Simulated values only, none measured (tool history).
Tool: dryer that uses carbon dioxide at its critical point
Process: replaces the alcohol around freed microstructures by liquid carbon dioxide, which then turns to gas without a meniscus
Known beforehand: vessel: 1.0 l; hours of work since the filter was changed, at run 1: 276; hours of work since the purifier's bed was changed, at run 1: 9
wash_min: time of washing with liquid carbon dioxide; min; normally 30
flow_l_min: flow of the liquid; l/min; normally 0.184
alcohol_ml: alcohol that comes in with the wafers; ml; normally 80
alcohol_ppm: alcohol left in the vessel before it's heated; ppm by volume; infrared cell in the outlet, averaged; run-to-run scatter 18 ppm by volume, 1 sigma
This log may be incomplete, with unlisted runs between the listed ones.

run	hour	wash_min	flow_l_min	alcohol_ml	hours of work since the filter was changed	hours of work since the purifier's bed was changed	alcohol_ppm
1	0	30	0.184	80	276	9	1626
2	14.3	30	0.184	80	283	16	1669
3	26.6	30	0.184	80	288	21	1640
4	36.8	30	0.184	80	293	26	1592
5	50.2	30	0.184	80	299	32	1680
6	60.9	30	0.184	51	304	37	1076
7	75.4	41	0.173	47	311	44	345
8	85.6	20	0.153	57	315	48	6996
9	102.5	33	0.121	34	323	56	2211
10	113.7	30	0.184	34	328	61	745
11	130.9	30	0.155	34	336	69	1388
12	143.6	30	0.155	34	342	75	1403

Branching from run 12: 5 alternative next runs. What would each branch give?
A	155.7	30	0.155	25	347	81	?
B	155.7	30	0.155	32	347	81	?
C	155.7	30	0.209	23	347	81	?
D	155.7	31	0.155	40	347	81	?
E	155.7	25	0.202	31	347	81	?

run	alcohol_ppm
A	1029
B	1366
C	297
D	1491
E	951
Take away the tool's hidden state, keep each run's random variation, and the runs would have read:
run	alcohol_ppm
A	724
B	962
C	183
D	1039
E	649
